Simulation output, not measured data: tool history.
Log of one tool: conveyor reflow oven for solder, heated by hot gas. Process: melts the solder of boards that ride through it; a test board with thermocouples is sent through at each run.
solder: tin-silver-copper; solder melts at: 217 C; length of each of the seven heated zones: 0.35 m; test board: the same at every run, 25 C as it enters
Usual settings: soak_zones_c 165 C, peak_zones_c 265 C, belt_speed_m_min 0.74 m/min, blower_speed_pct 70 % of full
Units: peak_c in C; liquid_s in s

run,hour,soak_zones_c,peak_zones_c,belt_speed_m_min,blower_speed_pct,peak_c,liquid_s
1,0,165,265,0.74,70,249.61,39.36
2,36.7,165,265,0.74,70,249.67,39.34
3,72.7,165,265,0.74,70,249.41,39.22
4,103.5,165,265,0.74,56,245.04,35.6
5,128.9,165,265,0.74,56,244.87,35.53
6,170.6,165,265,0.74,70,250.17,39.92
7,197.5,165,265,0.74,54,245.11,35.57
8,232.5,165,265,0.74,54,245.13,35.51
9,266.5,165,265,0.74,54,244.94,35.54
10,283.1,165,262,0.74,70,247.07,38.23
11,300.5,165,265,0.74,70,249.83,39.87
12,323.9,165,265,0.74,70,249.86,39.79
13,360,165,265,0.74,70,249.84,39.86
14,381.1,165,262,0.74,70,246.97,38.15
15,403.5,165,265,0.74,70,249.69,39.7
16,419.1,163,268,0.765,70,250.91,38.36
17,441.5,165,265,0.722,70,250.3,41.4
18,477.9,165,260,0.598,70,250.61,52.04
19,499.7,165,269,0.74,74,254.23,42.27
20,518.6,151,256,0.74,74,239.98,30.68
21,543.4,151,256,0.74,74,239.97,30.51
22,562.1,150,256,0.74,69,238.37,28.72
23,586,174,266,0.74,69,251.34,42.91
24,614.3,163,255,0.767,66,237.7,29
25,644.9,178,277,0.625,77,268.72,61.67
26,681,168,265,0.74,57,246.56,38.07
27,698.8,170,268,0.74,73,254.31,43.84
28,730.8,165,265,0.74,57,246.24,36.73
29,754,170,266,0.673,71,254.41,48.92
30,787.1,170,266,0.683,58,250.65,45.15

Not shown: 2 entries that the log had between the listed runs. Between which runs, and how does the tool's hidden state differ before and after?
Between runs 5 and 6: flux residue cleaned out of gas plates and filters (hour 136.6)
  heat that the gas passes to the board, % of a clean oven's: 94.4 -> 99.2; belt's true speed, % of the reading: 99.27 -> 99.23; true gas temperature in zones 6 and 7 over the reading, C: -0.14 -> -0.17
  measured less the result without the state, peak_c: -0.87 -> -0.07 C; liquid_s: -0.51 -> +0.29 s
Between runs 24 and 25: flux residue cleaned out of gas plates and filters (hour 627.2)
  heat that the gas passes to the board, % of a clean oven's: 94.6 -> 99.8; belt's true speed, % of the reading: 98.68 -> 98.65; true gas temperature in zones 6 and 7 over the reading, C: -0.55 -> -0.57
  measured less the result without the state, peak_c: -1.14 -> -0.29 C; liquid_s: -0.73 -> +0.77 s
